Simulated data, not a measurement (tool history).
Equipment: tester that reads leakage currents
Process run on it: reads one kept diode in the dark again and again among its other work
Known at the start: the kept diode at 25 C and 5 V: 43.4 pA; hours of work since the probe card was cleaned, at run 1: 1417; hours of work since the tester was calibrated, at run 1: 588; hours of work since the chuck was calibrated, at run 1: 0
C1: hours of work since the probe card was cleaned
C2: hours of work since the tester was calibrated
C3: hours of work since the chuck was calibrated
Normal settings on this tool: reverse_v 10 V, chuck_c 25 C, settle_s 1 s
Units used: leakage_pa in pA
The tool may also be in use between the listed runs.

Run 1, hour 0: usual settings; C1 1417; C2 588; C3 0. Result: leakage_pa 71.99 pA.
Run 2, hour 50.3: usual settings but chuck_c 35 C; C1 1441; C2 612; C3 24. Result: leakage_pa 139.07 pA.
Run 3, hour 110: usual settings but chuck_c 35 C; C1 1469; C2 640; C3 52. Result: leakage_pa 139.97 pA.
Run 4, hour 218.2: usual settings but chuck_c 54 C; C1 1520; C2 691; C3 103. Result: leakage_pa 502.1 pA.
Run 5, hour 302.1: usual settings; C1 1559; C2 731; C3 142. Result: leakage_pa 73.72 pA.
Run 6, hour 420: usual settings; C1 1615; C2 786; C3 198. Result: leakage_pa 74.84 pA.
Run 7, hour 521.3: usual settings but reverse_v 3.2 V; C1 1663; C2 834; C3 245. Result: leakage_pa 43.84 pA.
Run 8, hour 588.3: usual settings but reverse_v 3.2 V, settle_s 8.28 s; C1 1694; C2 865; C3 277. Result: leakage_pa 42.76 pA.
Run 9, hour 691.6: usual settings but reverse_v 3.2 V, settle_s 8.28 s; C1 1743; C2 914; C3 326. Result: leakage_pa 43.23 pA.
Run 10, hour 772.5: usual settings but chuck_c 50 C; C1 1781; C2 952; C3 364. Result: leakage_pa 396.06 pA.
At hour 851.2: probe card cleaned and baked.
Run 11, hour 865.9: usual settings; C1 7; C2 995; C3 406. Result: leakage_pa 61.34 pA.
Run 12, hour 980.3: usual settings; C1 61; C2 1048; C3 460. Result: leakage_pa 61.88 pA.
Run 13, hour 1064.5: usual settings; C1 100; C2 1088; C3 500. Result: leakage_pa 62.46 pA.
Run 14, hour 1137.4: usual settings; C1 135; C2 1122; C3 534. Result: leakage_pa 63.24 pA.
Run 15, hour 1214.8: usual settings; C1 171; C2 1159; C3 571. Result: leakage_pa 63.65 pA.
Run 16, hour 1300.5: usual settings; C1 212; C2 1199; C3 611. Result: leakage_pa 64.02 pA.
At hour 1309.8: chuck's temperature calibrated.
Run 17, hour 1414.7: usual settings but reverse_v 3.3 V, chuck_c 21 C, settle_s 1.56 s; C1 264; C2 1252; C3 49. Result: leakage_pa 31.14 pA.
Run 18, hour 1518.3: usual settings but reverse_v 3.3 V, chuck_c 21 C, settle_s 1.56 s; C1 313; C2 1301; C3 98. Result: leakage_pa 31.33 pA.
Run 19, hour 1581: usual settings but reverse_v 3.7 V, chuck_c 23 C, settle_s 2.92 s; C1 343; C2 1330; C3 128. Result: leakage_pa 38.06 pA.
Run 20, hour 1648.3: usual settings but reverse_v 3.7 V, chuck_c 33 C, settle_s 0.56 s; C1 374; C2 1362; C3 159. Result: leakage_pa 84.6 pA.
Run 21, hour 1751.1: usual settings but reverse_v 3.3 V, chuck_c 32 C, settle_s 2.49 s; C1 423; C2 1410; C3 208. Result: leakage_pa 74.5 pA.
At hour 1840.2: chuck's temperature calibrated, once more.
Run 22, hour 1848.3: usual settings but reverse_v 11.5 V, chuck_c 28 C, settle_s 8.58 s; C1 468; C2 1455; C3 4. Result: leakage_pa 79.74 pA.
Run 23, hour 1936.9: usual settings but reverse_v 11.5 V, chuck_c 28 C, settle_s 8.58 s; C1 509; C2 1497; C3 46. Result: leakage_pa 81.04 pA.
Run 24, hour 1990.2: usual settings but reverse_v 5.8 V, chuck_c 26 C; C1 534; C2 1522; C3 71. Result: leakage_pa 54.53 pA.
Run 25, hour 2042.7: usual settings but reverse_v 4.8 V, chuck_c 26 C, settle_s 2.91 s; C1 559; C2 1547; C3 95. Result: leakage_pa 49.12 pA.

Estimate the outcome of run 26 from the log above:
Run 26, hour 2121.1: usual settings but reverse_v 4.8 V, chuck_c 26 C, settle_s 2.91 s; C1 596; C2 1584; C3 132. Result: leakage_pa ?.

Logged for run 26: leakage_pa 49.85 pA.
If the tool had no hidden condition, the same run with the same run-to-run variation would have returned leakage_pa 47.05 pA.
